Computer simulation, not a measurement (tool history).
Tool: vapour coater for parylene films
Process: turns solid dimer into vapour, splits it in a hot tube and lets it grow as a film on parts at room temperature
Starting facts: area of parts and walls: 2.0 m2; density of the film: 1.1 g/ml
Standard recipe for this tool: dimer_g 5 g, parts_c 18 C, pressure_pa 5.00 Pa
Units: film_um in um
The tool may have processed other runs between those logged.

run 1 hour=0.0 | dimer_g=5 parts_c=18 pressure_pa=5.00 | film_um=1.57
run 2 hour=9.5 | dimer_g=5 parts_c=18 pressure_pa=5.00 | film_um=1.55
run 3 hour=18.8 | dimer_g=5 parts_c=18 pressure_pa=5.00 | film_um=1.57
run 4 hour=27.7 | dimer_g=5 parts_c=25 pressure_pa=5.00 | film_um=1.13
run 5 hour=35.9 | dimer_g=6 parts_c=25 pressure_pa=5.00 | film_um=1.35
run 6 hour=47.6 | dimer_g=6 parts_c=25 pressure_pa=5.00 | film_um=1.37
run 7 hour=63.0 | dimer_g=6 parts_c=25 pressure_pa=5.00 | film_um=1.33
run 8 hour=75.8 | dimer_g=6 parts_c=25 pressure_pa=5.00 | film_um=1.38
run 9 hour=89.7 | dimer_g=5 parts_c=18 pressure_pa=5.00 | film_um=1.59
run 10 hour=96.6 | dimer_g=5 parts_c=18 pressure_pa=5.00 | film_um=1.56
run 11 hour=110.3 | dimer_g=5 parts_c=18 pressure_pa=5.00 | film_um=1.57
run 12 hour=125.3 | dimer_g=5 parts_c=18 pressure_pa=5.00 | film_um=1.56
run 13 hour=136.6 | dimer_g=5 parts_c=18 pressure_pa=5.00 | film_um=1.54
run 14 hour=147.8 | dimer_g=5 parts_c=17 pressure_pa=5.00 | film_um=1.64
run 15 hour=159.4 | dimer_g=5 parts_c=17 pressure_pa=5.00 | film_um=1.61
run 16 hour=168.6 | dimer_g=5 parts_c=28 pressure_pa=5.00 | film_um=0.98
run 17 hour=179.2 | dimer_g=5 parts_c=18 pressure_pa=11.07 | film_um=1.38
run 18 hour=188.6 | dimer_g=5 parts_c=18 pressure_pa=11.07 | film_um=1.37
run 19 hour=203.9 | dimer_g=5 parts_c=19 pressure_pa=11.07 | film_um=1.32
run 20 hour=214.5 | dimer_g=5 parts_c=19 pressure_pa=2.43 | film_um=1.62
run 21 hour=223.6 | dimer_g=5 parts_c=18 pressure_pa=5.00 | film_um=1.53
run 22 hour=230.2 | dimer_g=5 parts_c=18 pressure_pa=5.00 | film_um=1.54
run 23 hour=245.3 | dimer_g=5 parts_c=18 pressure_pa=5.00 | film_um=1.55
run 24 hour=258.9 | dimer_g=5 parts_c=18 pressure_pa=2.46 | film_um=1.69
run 25 hour=269.2 | dimer_g=8 parts_c=18 pressure_pa=3.42 | film_um=2.58
run 26 hour=283.7 | dimer_g=8 parts_c=18 pressure_pa=3.42 | film_um=2.61
run 27 hour=294.5 | dimer_g=4 parts_c=18 pressure_pa=3.42 | film_um=1.28
run 28 hour=304.1 | dimer_g=4 parts_c=18 pressure_pa=3.42 | film_um=1.29
run 29 hour=317.1 | dimer_g=5 parts_c=18 pressure_pa=8.51 | film_um=1.40
run 30 hour=326.0 | dimer_g=5 parts_c=18 pressure_pa=8.51 | film_um=1.39
run 31 hour=334.5 | dimer_g=8 parts_c=25 pressure_pa=8.22 | film_um=1.63
run 32 hour=350.1 | dimer_g=3 parts_c=18 pressure_pa=5.19 | film_um=0.89
run 33 hour=359.2 | dimer_g=3 parts_c=10 pressure_pa=6.96 | film_um=1.28
run 34 hour=374.2 | dimer_g=3 parts_c=10 pressure_pa=6.96 | film_um=1.29
run 35 hour=381.5 | dimer_g=3 parts_c=10 pressure_pa=6.96 | film_um=1.26
run 36 hour=397.0 | dimer_g=6 parts_c=22 pressure_pa=7.70 | film_um=1.40
run 37 hour=412.4 | dimer_g=5 parts_c=12 pressure_pa=5.00 | film_um=1.98
run 38 hour=426.6 | dimer_g=5 parts_c=12 pressure_pa=5.00 | film_um=1.99
run 39 hour=434.9 | dimer_g=3 parts_c=21 pressure_pa=7.20 | film_um=0.75
run 40 hour=447.0 | dimer_g=5 parts_c=15 pressure_pa=3.97 | film_um=1.77
run 41 hour=457.5 | dimer_g=5 parts_c=12 pressure_pa=3.97 | film_um=2.09
run 42 hour=464.3 | dimer_g=5 parts_c=12 pressure_pa=5.82 | film_um=1.92
run 43 hour=476.9 | dimer_g=5 parts_c=12 pressure_pa=5.82 | film_um=1.96
run 44 hour=489.4 | dimer_g=4 parts_c=14 pressure_pa=10.15 | film_um=1.32
run 45 hour=502.3 | dimer_g=4 parts_c=14 pressure_pa=10.15 | film_um=1.31
run 46 hour=516.6 | dimer_g=8 parts_c=12 pressure_pa=5.95 | film_um=3.18
run 47 hour=525.7 | dimer_g=8 parts_c=12 pressure_pa=5.95 | film_um=3.07

4 ways to go on from here, each from the tool as it stands after run 47. What would each give?
run A hour=537.1 | dimer_g=5 parts_c=24 pressure_pa=5.00 | film_um=?
run B hour=537.1 | dimer_g=5 parts_c=18 pressure_pa=3.07 | film_um=?
run C hour=537.1 | dimer_g=2 parts_c=13 pressure_pa=7.76 | film_um=?
run D hour=537.1 | dimer_g=7 parts_c=12 pressure_pa=4.35 | film_um=?

run=A film_um=1.11
run=B film_um=1.61
run=C film_um=0.68
run=D film_um=2.81
Stripped of hidden state, with their random variation kept, the same runs would have yielded:
run=A film_um=1.19
run=B film_um=1.72
run=C film_um=0.73
run=D film_um=3.01

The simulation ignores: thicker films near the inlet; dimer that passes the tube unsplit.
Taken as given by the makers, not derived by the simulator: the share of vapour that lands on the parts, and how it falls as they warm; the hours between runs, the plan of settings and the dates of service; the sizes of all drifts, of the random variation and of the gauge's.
